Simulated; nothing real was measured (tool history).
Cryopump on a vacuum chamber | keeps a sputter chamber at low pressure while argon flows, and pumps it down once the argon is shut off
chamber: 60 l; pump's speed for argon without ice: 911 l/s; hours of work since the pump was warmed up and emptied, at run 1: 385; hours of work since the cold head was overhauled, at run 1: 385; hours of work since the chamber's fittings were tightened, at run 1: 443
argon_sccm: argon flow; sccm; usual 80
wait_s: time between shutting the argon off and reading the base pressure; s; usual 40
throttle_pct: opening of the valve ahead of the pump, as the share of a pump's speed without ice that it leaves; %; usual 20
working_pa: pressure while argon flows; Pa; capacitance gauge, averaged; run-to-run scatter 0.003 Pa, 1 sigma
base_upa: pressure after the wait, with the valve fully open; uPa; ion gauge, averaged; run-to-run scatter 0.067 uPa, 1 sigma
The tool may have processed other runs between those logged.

run	hour	argon_sccm	wait_s	throttle_pct	hours of work since the pump was warmed up and emptied	hours of work since the cold head was overhauled	hours of work since the chamber's fittings were tightened	working_pa	base_upa
1	0	80	40	20	385	385	443	0.793	5.83
2	11.5	80	40	20	393	393	451	0.7903	5.88
3	31	82	40	20	407	407	464	0.8213	5.89
4	41.7	80	40	25	414	414	471	0.6474	5.94
5	52.3	80	40	25	421	421	479	0.6447	6.08
6	70.5	80	40	25	434	434	491	0.6539	5.92
7	88.7	80	40	20	446	446	504	0.8004	6.08
8	108.2	80	40	20	460	460	517	0.8007	6.25
9	128.1	80	40	20	474	474	531	0.8062	6.27
10	143.2	80	40	20	484	484	541	0.8044	6.55
11	161.3	80	40	20	497	497	554	0.8102	6.11
12	180.2	80	40	20	510	510	567	0.8123	6.36
13	193	80	58	20	518	518	576	0.8169	5.3
14	207.2	53	40	20	528	528	586	0.5423	6.56
15	217.5	53	40	20	535	535	593	0.5415	6.49
# hour 232: pump warmed up, emptied and cooled again
16	243	80	40	46	8	549	607	0.3224	5.7
17	263.5	80	40	46	22	564	621	0.325	5.91
18	281.9	80	40	46	34	576	634	0.3267	5.89
19	292.6	51	41	20	42	584	641	0.4775	5.71
20	305.5	65	146	50	51	593	650	0.2472	3.01
21	320.2	78	32	57	61	603	660	0.2598	6.87
22	331.3	67	68	57	69	610	668	0.2231	4.32
23	341.2	47	40	57	75	617	675	0.1576	6.06
24	351	39	40	20	82	624	681	0.3656	6.02
25	370	36	52	20	95	637	694	0.3407	5.19
26	383	62	23	38	104	646	704	0.3092	9.25
27	395.8	80	85	45	113	655	712	0.344	4
28	416.5	144	40	16	127	669	727	1.703	6.28
29	437	81	22	36	141	683	741	0.4322	9.52
30	450.7	80	40	42	151	693	750	0.3711	6.27

Forecast run 31:
31	466.3	42	40	48	162	704	761	?	?

Run 31 produced working_pa 0.1716 Pa, base_upa 6.21 uPa.
With no hidden state in the tool, this same run would have given working_pa 0.1618 Pa, base_upa 4.17 uPa.
